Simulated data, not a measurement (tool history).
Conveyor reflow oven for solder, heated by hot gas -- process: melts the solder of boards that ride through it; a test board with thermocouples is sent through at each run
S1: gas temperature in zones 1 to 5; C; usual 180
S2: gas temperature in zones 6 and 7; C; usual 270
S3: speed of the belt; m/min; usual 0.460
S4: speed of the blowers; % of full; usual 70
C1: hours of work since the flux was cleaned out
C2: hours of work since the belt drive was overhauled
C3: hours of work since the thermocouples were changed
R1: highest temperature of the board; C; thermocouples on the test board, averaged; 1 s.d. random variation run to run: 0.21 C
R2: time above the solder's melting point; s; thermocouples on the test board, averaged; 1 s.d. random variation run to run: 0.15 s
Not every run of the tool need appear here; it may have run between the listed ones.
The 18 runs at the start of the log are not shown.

run 19 hour=302.2 | S1=180 S2=269 S3=0.460 S4=51 | C1=100 C2=755 C3=376 | R1=253.4 R2=71.5
run 20 hour=320.9 | S1=184 S2=270 S3=0.460 S4=78 | C1=108 C2=763 C3=384 | R1=260.6 R2=79.8
run 21 hour=341.3 | S1=180 S2=262 S3=0.546 S4=70 | C1=117 C2=772 C3=393 | R1=246.2 R2=55.2
-- hour=352.8 belt drive overhauled, speed set with a stopwatch
run 22 hour=365.9 | S1=194 S2=271 S3=0.380 S4=84 | C1=126 C2=6 C3=402 | R1=266.0 R2=106.5
run 23 hour=386.5 | S1=180 S2=270 S3=0.414 S4=59 | C1=134 C2=14 C3=411 | R1=258.8 R2=86.0
run 24 hour=400.0 | S1=180 S2=270 S3=0.414 S4=59 | C1=140 C2=20 C3=416 | R1=258.9 R2=85.9
run 25 hour=412.1 | S1=190 S2=262 S3=0.418 S4=77 | C1=145 C2=25 C3=421 | R1=254.9 R2=88.7
run 26 hour=432.1 | S1=190 S2=262 S3=0.418 S4=77 | C1=154 C2=34 C3=430 | R1=255.3 R2=88.4
run 27 hour=442.8 | S1=182 S2=262 S3=0.394 S4=77 | C1=158 C2=38 C3=434 | R1=255.8 R2=90.2
run 28 hour=462.4 | S1=182 S2=262 S3=0.394 S4=77 | C1=167 C2=47 C3=443 | R1=255.3 R2=90.4
run 29 hour=473.3 | S1=172 S2=270 S3=0.460 S4=70 | C1=171 C2=51 C3=447 | R1=257.3 R2=72.5
run 30 hour=489.6 | S1=172 S2=270 S3=0.460 S4=70 | C1=178 C2=58 C3=454 | R1=257.4 R2=72.6
run 31 hour=504.7 | S1=172 S2=270 S3=0.460 S4=70 | C1=185 C2=65 C3=461 | R1=257.3 R2=72.7

Consider 3 possible next runs. They are alternatives, not a sequence: every one starts from the tool as it was left by run 31. What does each give?
run A hour=514.0 | S1=177 S2=265 S3=0.399 S4=70 | C1=189 C2=68 C3=465 | R1=? R2=?
run B hour=514.0 | S1=186 S2=270 S3=0.404 S4=70 | C1=189 C2=68 C3=465 | R1=? R2=?
run C hour=514.0 | S1=180 S2=264 S3=0.460 S4=70 | C1=189 C2=68 C3=465 | R1=? R2=?

run=A R1=256.6 R2=87.1
run=B R1=261.9 R2=94.0
run=C R1=252.9 R2=73.0
What these runs would have given with no unlogged condition in the tool:
run=A R1=256.6 R2=87.1
run=B R1=262.0 R2=94.0
run=C R1=252.9 R2=73.0

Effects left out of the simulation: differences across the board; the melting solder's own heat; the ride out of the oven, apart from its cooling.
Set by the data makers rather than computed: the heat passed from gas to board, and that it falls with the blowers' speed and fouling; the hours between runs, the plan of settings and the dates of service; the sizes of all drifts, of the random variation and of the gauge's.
